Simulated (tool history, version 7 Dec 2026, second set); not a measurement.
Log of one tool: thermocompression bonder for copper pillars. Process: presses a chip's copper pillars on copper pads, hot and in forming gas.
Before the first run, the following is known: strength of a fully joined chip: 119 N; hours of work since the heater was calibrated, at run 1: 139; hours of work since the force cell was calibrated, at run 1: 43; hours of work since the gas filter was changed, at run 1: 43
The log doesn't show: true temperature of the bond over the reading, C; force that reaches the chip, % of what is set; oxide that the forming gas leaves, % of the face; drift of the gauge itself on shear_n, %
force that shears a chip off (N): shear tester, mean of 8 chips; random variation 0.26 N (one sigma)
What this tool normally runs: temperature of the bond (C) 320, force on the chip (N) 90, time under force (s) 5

run     day  temperature of the bond (C)  force on the chip (N)  time under force (s)  hours of work since the heater was calibrated  hours of work since the force cell was calibrated  hours of work since the gas filter was changed  force that shears a chip off (N)
  1   0.000                          320                     90                     5                                            139                                                 43                                              43                              63.7
  2   0.954                          320                     90                     5                                            155                                                 59                                              59                              63.7
  3   2.508                          320                     90                     5                                            180                                                 84                                              84                              62.9
  4   4.000                          342                     90                     5                                            205                                                109                                             109                              74.5
  5   5.096                          330                     90                     5                                            223                                                127                                             127                              68.4
  6   6.700                          320                     90                     5                                            249                                                153                                             153                              63.6
  7   8.175                          320                     90                     5                                            273                                                177                                             177                              63.3
  8   9.833                          292                     63                     3                                            300                                                204                                             204                              32.6
  9  10.538                          320                    122                     6                                            312                                                216                                             216                              76.2
 10  11.767                          321                    127                    11                                            332                                                236                                             236                              91.1
 11  13.471                          321                     95                    11                                            360                                                264                                             264                              81.9
 12  15.054                          321                     95                    11                                            386                                                290                                             290                              82.5

Forecast each of these 3 alternatives for the next run:
     15.938  -- forming gas filter changed
  A  16.608                          320                     63                     5                                            411                                                315                                              11                                 ?
     15.938  -- forming gas filter changed
  B  16.608                          301                     65                    11                                            411                                                315                                              11                                 ?
     15.938  -- forming gas filter changed
  C  16.608                          320                     90                    10                                            411                                                315                                              11                                 ?

run  force that shears a chip off (N)
  A                              53.2
  B                              60.8
  C                              78.6
With the hidden condition removed and each run's random variation left untouched, the same runs would have given:
run  force that shears a chip off (N)
  A                              53.2
  B                              60.8
  C                              78.6
